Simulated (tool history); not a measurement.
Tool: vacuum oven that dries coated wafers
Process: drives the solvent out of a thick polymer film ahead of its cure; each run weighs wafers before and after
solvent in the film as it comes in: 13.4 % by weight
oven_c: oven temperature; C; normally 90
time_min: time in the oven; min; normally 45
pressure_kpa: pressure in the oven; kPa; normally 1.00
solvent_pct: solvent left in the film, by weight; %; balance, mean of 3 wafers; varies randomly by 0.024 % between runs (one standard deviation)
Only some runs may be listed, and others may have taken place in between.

{"run": 1, "day": 0.0, "oven_c": 90, "time_min": 45, "pressure_kpa": 1.0, "solvent_pct": 0.82}
{"run": 2, "day": 4.504, "oven_c": 90, "time_min": 45, "pressure_kpa": 1.0, "solvent_pct": 0.84}
{"run": 3, "day": 6.583, "oven_c": 90, "time_min": 45, "pressure_kpa": 1.0, "solvent_pct": 0.84}
{"run": 4, "day": 8.558, "oven_c": 90, "time_min": 45, "pressure_kpa": 2.04, "solvent_pct": 1.11}
{"run": 5, "day": 12.058, "oven_c": 90, "time_min": 45, "pressure_kpa": 2.04, "solvent_pct": 1.11}
{"run": 6, "day": 16.554, "oven_c": 90, "time_min": 45, "pressure_kpa": 1.0, "solvent_pct": 0.83}
{"run": 7, "day": 20.283, "oven_c": 90, "time_min": 45, "pressure_kpa": 1.0, "solvent_pct": 0.85}
{"run": 8, "day": 24.862, "oven_c": 90, "time_min": 45, "pressure_kpa": 1.0, "solvent_pct": 0.89}
{"run": 9, "day": 27.642, "oven_c": 90, "time_min": 45, "pressure_kpa": 1.0, "solvent_pct": 0.85}
{"run": 10, "day": 32.054, "oven_c": 90, "time_min": 45, "pressure_kpa": 1.0, "solvent_pct": 0.9}
{"run": 11, "day": 36.421, "oven_c": 90, "time_min": 47, "pressure_kpa": 1.0, "solvent_pct": 0.87}
{"run": 12, "day": 40.038, "oven_c": 90, "time_min": 47, "pressure_kpa": 1.0, "solvent_pct": 0.85}
{"run": 13, "day": 43.692, "oven_c": 90, "time_min": 47, "pressure_kpa": 1.0, "solvent_pct": 0.85}
{"run": 14, "day": 46.708, "oven_c": 90, "time_min": 45, "pressure_kpa": 1.44, "solvent_pct": 1.06}
{"run": 15, "day": 51.158, "oven_c": 90, "time_min": 45, "pressure_kpa": 1.44, "solvent_pct": 1.06}
{"run": 16, "day": 54.046, "oven_c": 90, "time_min": 45, "pressure_kpa": 1.44, "solvent_pct": 1.09}
{"run": 17, "day": 56.658, "oven_c": 90, "time_min": 45, "pressure_kpa": 1.44, "solvent_pct": 1.15}
{"run": 18, "day": 58.675, "oven_c": 90, "time_min": 45, "pressure_kpa": 1.44, "solvent_pct": 1.1}
{"run": 19, "day": 62.733, "oven_c": 90, "time_min": 45, "pressure_kpa": 1.0, "solvent_pct": 0.98}
{"day": 65.246, "done": "oven's thermocouples calibrated"}
{"run": 20, "day": 65.867, "oven_c": 90, "time_min": 45, "pressure_kpa": 1.0, "solvent_pct": 0.92}
{"run": 21, "day": 69.412, "oven_c": 90, "time_min": 45, "pressure_kpa": 1.0, "solvent_pct": 0.91}
{"run": 22, "day": 73.925, "oven_c": 90, "time_min": 45, "pressure_kpa": 1.0, "solvent_pct": 0.98}
{"run": 23, "day": 78.062, "oven_c": 90, "time_min": 25, "pressure_kpa": 1.0, "solvent_pct": 2.28}

Forecast run 24:
{"run": 24, "day": 81.188, "oven_c": 90, "time_min": 32, "pressure_kpa": 1.22, "solvent_pct": "?"}

{"run 24": {"solvent_pct": 1.67}}
With the hidden condition absent and the run-to-run variation left alone, this run would have shown solvent_pct 1.32 %.
